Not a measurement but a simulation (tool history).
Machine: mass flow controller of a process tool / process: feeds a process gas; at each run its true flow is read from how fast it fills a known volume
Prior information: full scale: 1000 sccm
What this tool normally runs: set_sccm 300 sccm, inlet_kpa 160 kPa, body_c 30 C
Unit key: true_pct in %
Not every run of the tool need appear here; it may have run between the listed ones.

run    hour  set_sccm  inlet_kpa  body_c  true_pct
  1     0.0       300        160      30     94.58
  2   241.5       300        160      30     94.50
  3   489.4       300        160      31     94.38
  4   731.5       300        160      31     94.14
  5   969.3       300        160      33     94.05
  6  1164.6       106        180      31     91.62
  7  1310.1       106        180      31     91.57
  8  1535.0       784        214      38     95.68
  9  1674.5       391        244      26     94.91
 10  1825.4       277        198      28     93.90

Branching from run 10: 3 alternative next runs. What would each branch give?
  A  2087.7       444        160      30         ?
  B  2087.7       648        171      22         ?
  C  2087.7       344        160      30         ?

run  true_pct
  A     94.52
  B     95.37
  C     94.07
The same runs, with their run-to-run variation unchanged, on a tool lacking any hidden condition would have given:
run  true_pct
  A     98.63
  B     99.20
  C     98.44
